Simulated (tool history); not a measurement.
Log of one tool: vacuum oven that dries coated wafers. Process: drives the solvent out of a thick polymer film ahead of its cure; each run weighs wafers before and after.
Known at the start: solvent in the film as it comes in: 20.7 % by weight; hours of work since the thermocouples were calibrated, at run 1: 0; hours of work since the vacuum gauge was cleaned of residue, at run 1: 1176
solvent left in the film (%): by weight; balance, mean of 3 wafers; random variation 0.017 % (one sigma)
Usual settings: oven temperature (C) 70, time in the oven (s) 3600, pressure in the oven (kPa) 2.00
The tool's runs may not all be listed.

| run | hour | oven temperature (C) | time in the oven (s) | pressure in the oven (kPa) | hours of work since the thermocouples were calibrated | hours of work since the vacuum gauge was cleaned of residue | solvent left in the film (%) |
|---|---|---|---|---|---|---|---|
| 1 | 0.0 | 70 | 3600 | 2.00 | 0 | 1176 | 1.66 |
| 2 | 55.2 | 70 | 3600 | 1.38 | 38 | 1214 | 1.38 |
| 3 | 109.5 | 77 | 3600 | 2.00 | 76 | 1252 | 0.91 |
| 4 | 155.4 | 70 | 3600 | 2.00 | 108 | 1284 | 1.63 |
|  | 162.1 | vacuum gauge cleaned of residue and calibrated |
| 5 | 196.8 | 70 | 3600 | 2.00 | 136 | 24 | 1.55 |
| 6 | 231.5 | 78 | 3600 | 2.00 | 160 | 48 | 0.75 |
| 7 | 282.7 | 78 | 3600 | 2.00 | 196 | 84 | 0.77 |
| 8 | 319.4 | 78 | 3600 | 2.00 | 221 | 109 | 0.77 |
| 9 | 350.1 | 60 | 3600 | 2.00 | 242 | 131 | 4.56 |
| 10 | 383.3 | 60 | 3600 | 2.00 | 266 | 154 | 4.50 |
| 11 | 432.7 | 60 | 3180 | 2.00 | 300 | 188 | 5.13 |
| 12 | 487.8 | 60 | 3180 | 2.00 | 338 | 226 | 5.05 |
| 13 | 524.1 | 60 | 3180 | 2.00 | 363 | 252 | 5.06 |
| 14 | 551.8 | 70 | 3600 | 2.74 | 383 | 271 | 1.87 |
| 15 | 609.0 | 70 | 3600 | 2.74 | 422 | 311 | 1.89 |
| 16 | 653.4 | 70 | 3600 | 2.00 | 453 | 342 | 1.54 |
| 17 | 711.6 | 70 | 3600 | 2.00 | 494 | 382 | 1.53 |
| 18 | 755.9 | 70 | 3600 | 2.00 | 525 | 413 | 1.51 |
| 19 | 789.9 | 70 | 3600 | 2.00 | 548 | 437 | 1.50 |
| 20 | 822.9 | 59 | 3600 | 2.00 | 571 | 459 | 4.75 |
| 21 | 878.6 | 70 | 2100 | 2.00 | 610 | 498 | 3.08 |
| 22 | 922.6 | 70 | 2100 | 2.00 | 640 | 529 | 3.05 |
| 23 | 981.3 | 67 | 3600 | 2.00 | 681 | 570 | 2.03 |
| 24 | 1020.8 | 70 | 3360 | 1.20 | 709 | 597 | 1.22 |
| 25 | 1068.7 | 69 | 3360 | 2.35 | 742 | 630 | 1.96 |
| 26 | 1123.5 | 70 | 5100 | 2.00 | 780 | 668 | 1.11 |
| 27 | 1177.2 | 80 | 5100 | 1.85 | 818 | 706 | 0.61 |
| 28 | 1206.1 | 70 | 4080 | 1.13 | 838 | 726 | 0.88 |
| 29 | 1259.4 | 68 | 4080 | 2.07 | 875 | 763 | 1.60 |
| 30 | 1316.4 | 68 | 4080 | 2.07 | 914 | 803 | 1.58 |
| 31 | 1345.9 | 81 | 3600 | 2.00 | 935 | 823 | 0.64 |
| 32 | 1377.3 | 64 | 1860 | 4.61 | 957 | 845 | 7.09 |
| 33 | 1428.0 | 64 | 1860 | 4.61 | 992 | 880 | 7.10 |
| 34 | 1483.9 | 70 | 2400 | 2.00 | 1031 | 919 | 2.37 |
| 35 | 1519.3 | 70 | 2520 | 2.00 | 1055 | 944 | 2.20 |
| 36 | 1548.0 | 70 | 2520 | 2.00 | 1075 | 964 | 2.21 |
| 37 | 1580.7 | 78 | 2460 | 2.00 | 1098 | 986 | 0.96 |
| 38 | 1616.9 | 74 | 6480 | 1.03 | 1123 | 1012 | 0.48 |
| 39 | 1652.3 | 70 | 2340 | 2.00 | 1148 | 1036 | 2.38 |
|  | 1709.7 | oven's thermocouples calibrated |
| 40 | 1710.2 | 70 | 2340 | 2.00 | 0 | 1075 | 3.24 |
| 41 | 1750.4 | 67 | 4080 | 1.67 | 28 | 1103 | 2.02 |
| 42 | 1786.3 | 67 | 4080 | 1.67 | 53 | 1128 | 1.97 |
| 43 | 1842.4 | 67 | 4080 | 1.67 | 92 | 1167 | 1.95 |
| 44 | 1890.8 | 67 | 4080 | 1.67 | 126 | 1201 | 1.97 |
| 45 | 1919.7 | 61 | 3600 | 2.43 | 146 | 1221 | 4.91 |
| 46 | 1966.8 | 62 | 5760 | 2.00 | 179 | 1253 | 2.49 |

Forecast each of these 5 alternatives for the next run:
| A | 1997.1 | 68 | 4380 | 3.08 | 200 | 1275 | ? |
| B | 1997.1 | 74 | 5760 | 2.00 | 200 | 1275 | ? |
| C | 1997.1 | 75 | 2400 | 2.00 | 200 | 1275 | ? |
| D | 1997.1 | 77 | 2160 | 2.00 | 200 | 1275 | ? |
| E | 1997.1 | 68 | 3000 | 3.79 | 200 | 1275 | ? |

| run | solvent left in the film (%) |
|---|---|
| A | 2.35 |
| B | 0.98 |
| C | 1.74 |
| D | 1.59 |
| E | 3.74 |
Without the tool's hidden state the same runs would have given:
| run | solvent left in the film (%) |
|---|---|
| A | 2.29 |
| B | 0.92 |
| C | 1.70 |
| D | 1.55 |
| E | 3.70 |
